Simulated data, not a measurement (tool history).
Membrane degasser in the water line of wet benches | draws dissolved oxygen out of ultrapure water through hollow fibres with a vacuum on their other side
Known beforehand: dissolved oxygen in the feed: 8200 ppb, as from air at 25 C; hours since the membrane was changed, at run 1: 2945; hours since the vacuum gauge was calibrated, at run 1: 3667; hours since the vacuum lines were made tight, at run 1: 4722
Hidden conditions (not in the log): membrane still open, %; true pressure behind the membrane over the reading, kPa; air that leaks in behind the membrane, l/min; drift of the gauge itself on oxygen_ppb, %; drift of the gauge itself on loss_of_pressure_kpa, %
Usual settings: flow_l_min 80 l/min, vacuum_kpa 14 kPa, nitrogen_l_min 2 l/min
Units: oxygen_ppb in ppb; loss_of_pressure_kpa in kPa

run,hour,flow_l_min,vacuum_kpa,nitrogen_l_min,hours since the membrane was changed,hours since the vacuum gauge was calibrated,hours since the vacuum lines were made tight,oxygen_ppb,loss_of_pressure_kpa
1,0,80,14,2,2945,3667,4722,802.5,61.82
2,108,80,14,2,3053,3775,4830,802.2,62.19
3,177.2,80,14,2,3122,3845,4899,799.3,61.45
4,255.5,87,14,2,3201,3923,4978,848.4,66.95
# hour 263.8: vacuum gauge calibrated
5,337.8,87,14,2,3282,74,5059,851.1,66.97
6,391.9,87,12.8,2,3337,128,5114,761.6,67.19
7,452.3,87,12.8,2,3397,189,5174,762.8,67.08
8,512.9,110,19.3,4.1,3458,249,5235,847.2,84.53
9,601.7,54,17.8,4.38,3546,338,5323,400,41.15
10,649,63,17.8,4.38,3594,385,5371,458,48.77
11,722.9,63,17.8,4.38,3668,459,5445,456.3,48.54

Here are 5 independent what-if runs from the current tool condition. What would each one return?
A,776.8,80,13.4,2,3721,513,5498,?,?
B,776.8,80,14.1,2.42,3721,513,5498,?,?
C,776.8,80,14.2,1.14,3721,513,5498,?,?
D,776.8,63,17.8,4.96,3721,513,5498,?,?
E,776.8,55,29.5,4.38,3721,513,5498,?,?

run,oxygen_ppb,loss_of_pressure_kpa
A,752.9,61.77
B,691.1,61.73
C,1194.5,61.59
D,409.1,48.29
E,703.1,42.51
Stripped of hidden state, with their random variation kept, the same runs would have yielded:
run,oxygen_ppb,loss_of_pressure_kpa
A,758.7,61.75
B,696.5,61.71
C,1203.8,61.57
D,412.3,48.27
E,708.6,42.49

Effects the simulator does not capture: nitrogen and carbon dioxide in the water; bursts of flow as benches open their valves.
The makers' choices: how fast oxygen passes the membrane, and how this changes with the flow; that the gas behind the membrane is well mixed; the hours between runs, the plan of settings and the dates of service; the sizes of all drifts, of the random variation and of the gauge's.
